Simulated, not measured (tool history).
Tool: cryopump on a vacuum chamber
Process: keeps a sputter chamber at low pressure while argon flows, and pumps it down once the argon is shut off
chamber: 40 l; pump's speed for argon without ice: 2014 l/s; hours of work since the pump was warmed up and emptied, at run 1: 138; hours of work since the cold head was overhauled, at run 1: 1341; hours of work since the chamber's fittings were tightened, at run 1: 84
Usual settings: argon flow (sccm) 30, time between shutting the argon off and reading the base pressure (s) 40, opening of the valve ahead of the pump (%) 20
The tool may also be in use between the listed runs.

run	hour	argon flow (sccm)	time between shutting the argon off and reading the base pressure (s)	opening of the valve ahead of the pump (%)	hours of work since the pump was warmed up and emptied	hours of work since the cold head was overhauled	hours of work since the chamber's fittings were tightened	pressure while argon flows (Pa)	pressure after the wait (uPa)
1	0	30	40	20	138	1341	84	0.1263	0.96
2	31	30	40	20	161	1364	107	0.1277	0.97
3	99.1	30	40	20	211	1414	157	0.1274	1
4	128	30	40	20	232	1435	178	0.1294	1.04
5	175.4	30	40	20	267	1470	213	0.1285	1.08
6	221.7	30	40	20	301	1504	247	0.1286	1.06
7	270.7	30	40	20	337	1540	283	0.1295	1.1
8	299.5	51	47	16	358	1561	304	0.2718	1
9	359.9	51	47	16	402	1606	348	0.2743	1
10	399	51	47	16	431	1634	377	0.2749	1.05
11	463.6	12	290	16	478	1682	424	0.0645	0.56
12	497	30	40	40	503	1706	449	0.0677	1.21

Forecast each of these 3 alternatives for the next run:
A	552.3	30	23	40	543	1747	490	?	?
B	552.3	13	82	21	543	1747	490	?	?
C	552.3	30	29	40	543	1747	490	?	?

run	pressure while argon flows (Pa)	pressure after the wait (uPa)
A	0.0677	1.78
B	0.0551	0.82
C	0.0674	1.51
Without the tool's hidden state the same runs would have given:
run	pressure while argon flows (Pa)	pressure after the wait (uPa)
A	0.0622	1.42
B	0.0528	0.47
C	0.062	1.16
